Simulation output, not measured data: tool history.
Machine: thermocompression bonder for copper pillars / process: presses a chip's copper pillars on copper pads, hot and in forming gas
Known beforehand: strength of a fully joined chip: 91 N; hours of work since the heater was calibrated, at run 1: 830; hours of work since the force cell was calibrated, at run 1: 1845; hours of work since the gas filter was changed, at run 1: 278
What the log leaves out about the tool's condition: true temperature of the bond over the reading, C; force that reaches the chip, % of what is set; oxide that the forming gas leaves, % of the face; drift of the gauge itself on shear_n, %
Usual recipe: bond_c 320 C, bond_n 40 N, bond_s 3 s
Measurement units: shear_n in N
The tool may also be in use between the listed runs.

run,hour,bond_c,bond_n,bond_s,hours of work since the heater was calibrated,hours of work since the force cell was calibrated,hours of work since the gas filter was changed,shear_n
1,0.0,320,40,3,830,1845,278,47.2
2,64.7,320,40,3,877,1893,326,47.4
3,109.5,320,40,3,910,1926,359,46.9
# hour 114.4: forming gas filter changed
4,146.7,320,40,3,937,1953,24,50.2
5,203.4,320,40,3,979,1995,66,49.0
# hour 237.8: force cell calibrated
6,239.7,320,40,5,1005,1,91,54.7
7,282.9,320,58,3,1037,33,123,64.2
8,323.7,323,40,3,1067,63,153,48.2
9,389.9,323,40,3,1116,112,202,47.3
10,425.2,323,40,3,1142,138,228,47.6
11,452.7,296,40,3,1162,158,248,33.1
12,491.3,296,40,3,1190,187,277,33.6
13,533.9,296,40,3,1222,218,308,33.5
14,598.6,296,40,3,1269,266,356,33.0
# hour 609.8: forming gas filter changed
15,648.7,296,40,3,1306,303,29,34.5
16,685.9,320,40,3,1333,330,56,47.9
17,730.7,320,45,3,1366,363,89,53.7
18,761.5,320,40,3,1389,386,112,47.1
19,804.7,320,40,3,1421,417,144,46.8
20,849.6,320,27,3,1454,451,177,30.6
21,885.2,320,27,3,1480,477,203,30.5
# hour 900.8: heater calibrated with a thermocouple chip
22,918.6,320,36,5,13,500,226,48.6
23,981.5,321,38,3,59,546,273,43.5
24,1049.9,320,40,2,110,597,323,39.2
25,1082.2,320,50,2,134,621,347,48.9

What does the tool deliver on the next run?
# hour 1106.4: forming gas filter changed
26,1111.1,320,50,2,155,641,3,?

{"run 26": {"shear_n": 51.7}}
Without the tool's hidden state the same run would have given shear_n 49.7 N.

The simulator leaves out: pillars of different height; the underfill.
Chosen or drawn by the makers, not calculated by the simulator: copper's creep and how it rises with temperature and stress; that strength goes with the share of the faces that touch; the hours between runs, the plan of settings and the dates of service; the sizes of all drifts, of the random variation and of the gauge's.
